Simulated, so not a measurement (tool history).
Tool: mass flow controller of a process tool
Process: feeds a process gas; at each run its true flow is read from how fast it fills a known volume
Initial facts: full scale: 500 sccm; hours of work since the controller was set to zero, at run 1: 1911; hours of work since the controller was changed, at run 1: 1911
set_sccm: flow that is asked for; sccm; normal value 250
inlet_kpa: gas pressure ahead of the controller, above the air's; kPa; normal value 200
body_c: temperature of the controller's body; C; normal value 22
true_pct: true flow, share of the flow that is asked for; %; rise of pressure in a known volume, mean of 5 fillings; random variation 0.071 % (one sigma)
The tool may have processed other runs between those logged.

run,hour,set_sccm,inlet_kpa,body_c,hours of work since the controller was set to zero,hours of work since the controller was changed,true_pct
1,0.0,250,200,22,1911,1911,98.96
2,237.9,250,200,22,2076,2076,99.08
3,400.5,250,200,22,2189,2189,98.93
4,606.0,250,152,22,2332,2332,98.59
5,861.6,221,200,22,2510,2510,98.89
6,1236.2,250,200,22,2771,2771,98.80
7,1558.9,250,200,22,2996,2996,98.77
8,1744.5,250,200,22,3125,3125,98.76
9,1944.2,250,200,22,3264,3264,98.61
10,2327.3,250,200,22,3530,3530,98.61
11,2554.4,250,200,22,3688,3688,98.63
# hour 2578.8: controller's zero set anew
12,2896.3,250,200,22,221,3926,98.88
13,3223.2,250,251,22,448,4153,99.12
14,3432.3,250,251,22,594,4299,99.16
15,3616.1,339,251,22,722,4427,98.91
16,3931.2,339,251,22,941,4646,98.69
17,4279.3,62,240,22,1183,4888,103.89
# hour 4366.8: controller's zero set anew, once more
18,4666.6,62,240,22,209,5157,97.00
19,5045.5,62,240,22,472,5421,97.21
20,5273.6,62,240,22,631,5579,97.27

Predict each of these 4 candidate next runs independently; none follows another, all start after run 20:
A,5534.6,171,198,31,813,5761,?
B,5534.6,107,183,28,813,5761,?
C,5534.6,57,218,38,813,5761,?
D,5534.6,149,240,22,813,5761,?

run,true_pct
A,96.13
B,96.27
C,96.57
D,96.86
Stripped of hidden state, with their random variation kept, the same runs would have yielded:
run,true_pct
A,98.71
B,98.58
C,98.22
D,99.37
